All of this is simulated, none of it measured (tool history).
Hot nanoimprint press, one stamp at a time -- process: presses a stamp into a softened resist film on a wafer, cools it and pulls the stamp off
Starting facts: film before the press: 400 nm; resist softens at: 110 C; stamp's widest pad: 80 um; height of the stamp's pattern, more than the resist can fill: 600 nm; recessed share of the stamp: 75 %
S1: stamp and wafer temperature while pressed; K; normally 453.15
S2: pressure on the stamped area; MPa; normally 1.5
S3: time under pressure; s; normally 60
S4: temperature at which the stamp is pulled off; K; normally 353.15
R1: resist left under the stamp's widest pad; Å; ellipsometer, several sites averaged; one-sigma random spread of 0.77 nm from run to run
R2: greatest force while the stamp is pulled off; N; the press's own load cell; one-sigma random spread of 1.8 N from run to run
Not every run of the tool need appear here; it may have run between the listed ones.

run	hour	S1	S2	S3	S4	R1	R2
1	0	453.15	1.5	60	353.15	2049	132
# hour 8.5: plate thermocouple calibrated
2	11.2	453.15	1.5	60	353.15	2193	137
3	15.2	453.15	1.5	60	343.15	2185	158
4	22.7	453.15	1.5	60	343.15	2179	155
5	31.5	453.15	1.5	60	343.15	2192	154
6	39.9	453.15	1.5	60	343.15	2186	153
7	48.5	453.15	1.5	44	353.15	2403	137
8	57.2	453.15	1.5	44	353.15	2398	141
9	64.9	453.15	1.5	60	353.15	2179	140
10	74	453.15	1.5	60	353.15	2174	137
11	79.4	453.15	1.5	60	353.15	2178	139
12	84.5	453.15	1.5	60	353.15	2182	137
13	89.6	453.15	1.5	60	353.15	2167	138
14	98.8	453.15	1.5	60	353.15	2178	140
15	103.1	453.15	1.41	84	353.15	2011	137
16	109.3	453.15	1.5	80	349.15	1991	148
17	114.2	444.15	0.95	107	348.15	3030	147
18	118.1	444.15	0.95	107	348.15	3044	148
19	123.9	453.15	1.5	45	345.15	2349	153
20	132.3	453.15	1.5	45	345.15	2370	152
21	139.4	457.15	1.5	60	343.15	1886	165
22	148	450.15	1.27	32	351.15	3004	145
23	152.7	453.15	0.97	37	353.15	2961	139
24	161.7	453.15	0.97	37	351.15	2977	143

Consider 4 possible next runs. They are alternatives, not a sequence: every one starts from the tool as it was left by run 24. What does each give?
A	166.7	453.15	0.97	39	353.15	?	?
B	166.7	457.15	0.97	103	345.15	?	?
C	166.7	451.15	1.17	37	351.15	?	?
D	166.7	446.15	1.37	66	351.15	?	?

run	R1	R2
A	2921	141
B	1959	156
C	2911	142
D	2798	143
Without the tool's hidden state the same runs would have given:
run	R1	R2
A	2939	126
B	1976	140
C	2928	127
D	2818	128

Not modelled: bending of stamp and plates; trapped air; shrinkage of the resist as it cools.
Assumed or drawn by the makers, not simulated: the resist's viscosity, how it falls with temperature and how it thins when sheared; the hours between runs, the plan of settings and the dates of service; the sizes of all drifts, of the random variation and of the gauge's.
